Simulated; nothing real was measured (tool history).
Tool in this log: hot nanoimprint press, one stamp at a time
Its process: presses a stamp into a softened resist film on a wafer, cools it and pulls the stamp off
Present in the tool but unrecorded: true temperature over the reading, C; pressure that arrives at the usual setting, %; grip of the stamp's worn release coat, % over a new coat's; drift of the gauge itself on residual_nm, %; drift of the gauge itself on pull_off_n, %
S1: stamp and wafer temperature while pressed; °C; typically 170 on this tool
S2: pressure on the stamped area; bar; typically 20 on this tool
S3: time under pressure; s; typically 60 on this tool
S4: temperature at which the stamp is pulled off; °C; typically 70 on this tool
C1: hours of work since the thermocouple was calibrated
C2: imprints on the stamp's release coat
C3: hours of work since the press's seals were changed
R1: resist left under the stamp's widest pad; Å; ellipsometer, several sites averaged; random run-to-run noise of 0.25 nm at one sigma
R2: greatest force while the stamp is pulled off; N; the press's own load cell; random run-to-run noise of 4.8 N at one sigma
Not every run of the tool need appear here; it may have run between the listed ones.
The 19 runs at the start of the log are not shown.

run	hour	S1	S2	S3	S4	C1	C2	C3	R1	R2
20	513.9	160	20	60	70	195	1639	468	3095	369
# hour 533.4: stamp cleaned and given a new release coat
21	538.5	170	17	60	74	208	14	482	2331	225
22	573.7	171	17	60	71	234	115	508	2240	238
23	606.9	182	23.2	102	65	259	209	532	972	270
# hour 614.2: plate thermocouple calibrated
24	626.3	169	18.3	68	65	9	256	545	2351	279
25	661.1	169	28.6	68	72	35	356	570	1971	255
26	695.8	169	28.6	68	72	60	454	596	1971	264
27	718.5	169	28.6	68	72	77	519	613	1969	274
28	751.1	160	16	34	69	101	612	637	3545	282
29	776.8	170	20	60	70	120	685	656	2253	277
30	800.8	170	14.5	60	70	138	754	674	2519	287

Branching from run 30: 4 alternative next runs. What would each branch give?
A	837.2	180	20	56	59	165	858	701	?	?
B	837.2	174	12.1	63	70	165	858	701	?	?
C	837.2	170	13.1	60	70	165	858	701	?	?
D	837.2	170	20.4	68	60	165	858	701	?	?

run	R1	R2
A	1517	340
B	2280	289
C	2601	300
D	2137	338
Without the tool's unlogged condition, the same runs would have read:
run	R1	R2
A	1505	268
B	2285	228
C	2606	237
D	2126	266
